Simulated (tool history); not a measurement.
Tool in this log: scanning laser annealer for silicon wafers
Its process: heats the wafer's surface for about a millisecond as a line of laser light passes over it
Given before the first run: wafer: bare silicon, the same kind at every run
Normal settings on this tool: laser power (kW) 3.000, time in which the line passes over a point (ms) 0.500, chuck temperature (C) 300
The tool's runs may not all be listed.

run	day	laser power (kW)	time in which the line passes over a point (ms)	chuck temperature (C)	highest temperature of the surface (C)
1	0.000	3.000	0.500	300	989
2	0.246	3.000	0.500	300	987
3	0.554	2.700	0.500	300	923
4	0.908	2.959	0.500	300	979
5	1.396	2.809	0.500	300	947
6	1.638	2.809	0.500	300	944
7	2.079	2.809	0.500	300	944
8	2.442	2.809	0.500	300	947
9	2.783	2.809	0.500	300	943
10	3.046	2.809	0.500	300	946
11	3.312	2.809	0.500	300	946
12	3.633	2.809	0.500	300	947
13	3.942	2.809	0.500	300	947
14	4.333	3.000	0.500	300	987
15	4.533	3.000	0.500	300	989
16	4.975	3.000	0.500	300	990
17	5.267	2.835	0.500	300	954
18	5.475	3.000	0.455	300	959
19	5.688	3.000	0.500	300	989
20	6.142	3.000	0.500	320	1008
21	6.388	3.296	0.577	300	1106
22	6.688	2.572	0.501	308	897
23	7.033	2.714	0.500	303	925
24	7.283	2.860	0.362	262	832
25	7.767	2.921	0.575	289	1004
26	8.179	3.089	0.434	279	944
27	8.662	3.033	0.500	324	1018
28	9.042	3.033	0.500	324	1020
29	9.238	2.966	0.560	300	1014
30	9.725	2.908	0.493	324	985
31	9.988	2.757	0.376	291	843
32	10.450	3.265	0.563	291	1086
33	10.783	3.265	0.563	291	1080
34	11.179	3.265	0.501	291	1037
35	11.596	3.265	0.501	291	1042
36	11.817	3.109	0.467	291	980
37	12.275	3.109	0.467	291	982
38	12.488	2.932	0.368	319	905
39	12.788	3.000	0.596	300	1042
40	13.275	2.991	0.596	300	1042

Pick out some run-to-run changes in highest temperature of the surface (C). Of each, how much would a tool without hidden state show as well, from the settings, what came in and chance, and how much is left for the hidden state and any gauge scatter not in both results compared?
Unlogged tool condition in this case: light that passes the window, % of a clean one's; laser's true power over the reading, %; width of the line over the set one, %; drift of the gauge itself on peak_c, C.
Run 21 -> 22: laser power (kW) 3.296 -> 2.572, time in which the line passes over a point (ms) 0.577 -> 0.501, chuck temperature (C) 300 -> 308. highest temperature of the surface (C) -209: hidden state +5, all else -214.
Run 24 -> 25: laser power (kW) 2.860 -> 2.921, time in which the line passes over a point (ms) 0.362 -> 0.575, chuck temperature (C) 262 -> 289. highest temperature of the surface (C) +172: hidden state -4, all else +176.
Run 31 -> 32: laser power (kW) 2.757 -> 3.265, time in which the line passes over a point (ms) 0.376 -> 0.563. highest temperature of the surface (C) +243: hidden state -6, all else +249.
Run 38 -> 39: laser power (kW) 2.932 -> 3.000, time in which the line passes over a point (ms) 0.368 -> 0.596, chuck temperature (C) 319 -> 300. highest temperature of the surface (C) +137: hidden state -5, all else +142.

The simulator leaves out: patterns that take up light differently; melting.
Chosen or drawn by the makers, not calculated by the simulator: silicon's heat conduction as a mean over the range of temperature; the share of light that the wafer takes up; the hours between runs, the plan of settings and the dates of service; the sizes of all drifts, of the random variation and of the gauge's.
